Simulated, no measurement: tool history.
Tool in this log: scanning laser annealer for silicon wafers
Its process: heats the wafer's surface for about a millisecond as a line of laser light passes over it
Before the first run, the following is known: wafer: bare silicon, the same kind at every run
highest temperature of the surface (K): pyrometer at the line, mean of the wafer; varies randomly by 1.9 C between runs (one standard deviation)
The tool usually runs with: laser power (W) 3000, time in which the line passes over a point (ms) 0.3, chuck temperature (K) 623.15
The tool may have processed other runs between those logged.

run   hour  laser power (W)  time in which the line passes over a point (ms)  chuck temperature (K)  highest temperature of the surface (K)
  1      0             3000                                              0.3                 623.15                                 1352.15
  2    5.6             3000                                            0.332                 623.15                                 1392.15
  3   16.3             3000                                              0.3                 623.15                                 1350.15
  4   21.7             3000                                              0.3                 623.15                                 1350.15
  5   27.9             3000                                              0.3                 623.15                                 1349.15
  6   33.7             3000                                              0.3                 623.15                                 1351.15
  7   41.1             3000                                              0.3                 623.15                                 1353.15
  8   47.8             3000                                              0.3                 623.15                                 1348.15
  9   57.8             3000                                              0.3                 623.15                                 1348.15
 10     66             3000                                              0.3                 623.15                                 1347.15
      68.6  -- window over the wafer cleaned
 11     79             2882                                              0.3                 623.15                                 1313.15
 12   85.8             2690                                             0.28                 623.15                                 1243.15
 13   96.6             2858                                            0.254                 649.15                                 1278.15
     101.7  -- window over the wafer cleaned, once more
 14  107.1             2858                                            0.254                 649.15                                 1298.15
 15  113.1             2620                                            0.272                 599.15                                 1214.15

Each row is a separate what-if for the run after 15, all from the same tool condition, not one after another. Results?
  A  124.4             2977                                            0.264                 653.15                                       ?
  B  124.4             2943                                            0.272                 599.15                                       ?
  C  124.4             3173                                            0.277                 633.15                                       ?
  D  124.4             2834                                            0.272                 610.15                                       ?

run  highest temperature of the surface (K)
  A                                 1346.15
  B                                 1290.15
  C                                 1387.15
  D                                 1272.15
The same runs, with their run-to-run variation unchanged, on a tool lacking any hidden condition would have given:
run  highest temperature of the surface (K)
  A                                 1359.15
  B                                 1303.15
  C                                 1401.15
  D                                 1284.15
